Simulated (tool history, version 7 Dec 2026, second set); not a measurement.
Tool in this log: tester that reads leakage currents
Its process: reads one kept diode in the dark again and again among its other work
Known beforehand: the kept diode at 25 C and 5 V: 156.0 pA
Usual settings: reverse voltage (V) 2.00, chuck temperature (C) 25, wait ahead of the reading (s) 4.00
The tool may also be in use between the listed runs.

run,hour,reverse voltage (V),chuck temperature (C),wait ahead of the reading (s),current that the tester gives (pA)
1,0.0,2.00,25,4.00,82.02
2,50.9,2.00,25,4.00,81.51
3,76.0,2.00,25,4.00,80.78
4,114.9,2.00,25,4.00,80.67
# hour 126.9: probe card cleaned and baked
5,138.5,7.54,25,4.00,169.68
6,174.9,2.00,25,4.00,76.67
7,218.3,2.00,25,1.53,75.86
8,266.7,2.00,25,1.53,75.73
9,304.5,2.00,25,2.27,75.56
10,341.6,2.00,25,2.27,74.28
11,362.4,2.00,25,4.00,73.86
12,404.2,2.00,25,4.00,73.59
# hour 413.2: chuck's temperature calibrated
13,442.1,2.00,25,4.00,91.78
14,470.2,2.00,25,1.18,90.66
15,517.6,2.00,23,0.73,76.17
16,558.1,5.22,25,4.00,158.04
17,597.4,5.22,53,8.43,1654.03
18,647.3,17.44,34,1.08,716.74
19,695.5,17.44,34,1.08,712.88
20,735.1,5.64,49,0.79,1243.18
21,779.4,1.10,46,4.57,365.87
22,816.0,8.47,58,0.92,3100.13
23,844.1,8.47,58,0.92,3083.00
24,886.4,2.00,31,0.46,146.81
25,910.1,2.00,31,0.46,145.54
26,930.7,2.00,55,7.09,1032.20
27,955.7,3.56,40,3.41,434.27
28,993.3,2.82,26,4.00,110.82

Branching from run 28: 4 alternative next runs. What would each branch give?
A,1020.1,17.00,38,0.52,?
B,1020.1,3.57,21,1.67,?
C,1020.1,1.40,25,4.00,?
D,1020.1,1.70,26,4.00,?

run,current that the tester gives (pA)
A,932.74
B,81.35
C,66.45
D,81.99
The same runs, with their run-to-run variation unchanged, on a tool lacking any hidden condition would have given:
run,current that the tester gives (pA)
A,1023.17
B,88.90
C,73.50
D,90.63
